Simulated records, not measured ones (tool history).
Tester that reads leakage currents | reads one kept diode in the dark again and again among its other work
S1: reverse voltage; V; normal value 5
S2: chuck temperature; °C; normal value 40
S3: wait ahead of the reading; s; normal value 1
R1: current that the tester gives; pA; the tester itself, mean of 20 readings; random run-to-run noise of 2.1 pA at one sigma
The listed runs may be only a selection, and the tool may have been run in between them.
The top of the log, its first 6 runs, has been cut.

run	hour	S1	S2	S3	R1
7	577	5	40	1	662.27
8	750.3	5	40	1	660.61
9	920.2	5	40	1	652.88
10	1082.8	5	40	1	648.09
11	1161.1	5	40	1	644.27
12	1290.2	5	40	1	644.85
13	1367.6	5	40	1	641.23
14	1528.6	5	40	1	634.07
15	1656.8	5	22	1	127.87
16	1773.8	4.26	36	3.12	406.5
17	1943.4	4.26	54	3.12	1777.63
18	2047.6	1.89	44	0.91	513.82
19	2148.6	1.89	44	0.91	510.13
20	2252.1	6.77	59	1	3278.15
21	2352.1	6.77	59	1	3235.77
22	2485.8	5	27	0.94	192.98
23	2572.7	16.69	21	4.26	212.83
24	2718.2	4.96	60	1.84	2935.5
# hour 2784: chuck's temperature calibrated
25	2888.7	8.54	37	0.64	725.99
# hour 2958.1: probe card cleaned and baked
26	3033.2	8.54	37	0.64	716.97
27	3114.5	8.54	37	0.64	714.05
28	3190.6	1.89	42	0.36	485.36
29	3307	1.89	23	0.57	90.47
30	3437.1	1.66	24	0.47	91.99

Predict each of these 5 candidate next runs independently; none follows another, all start after run 30:
A	3540.1	1.74	24	0.63	?
B	3540.1	1.66	26	0.6	?
C	3540.1	12.39	21	4.74	?
D	3540.1	1.03	24	6.96	?
E	3540.1	9.68	30	0.64	?

run	R1
A	93.86
B	109.82
C	201
D	70.63
E	407.35
With no hidden state in the tool, these same runs would have given:
run	R1
A	99.25
B	116.09
C	212.17
D	74.73
E	429.82
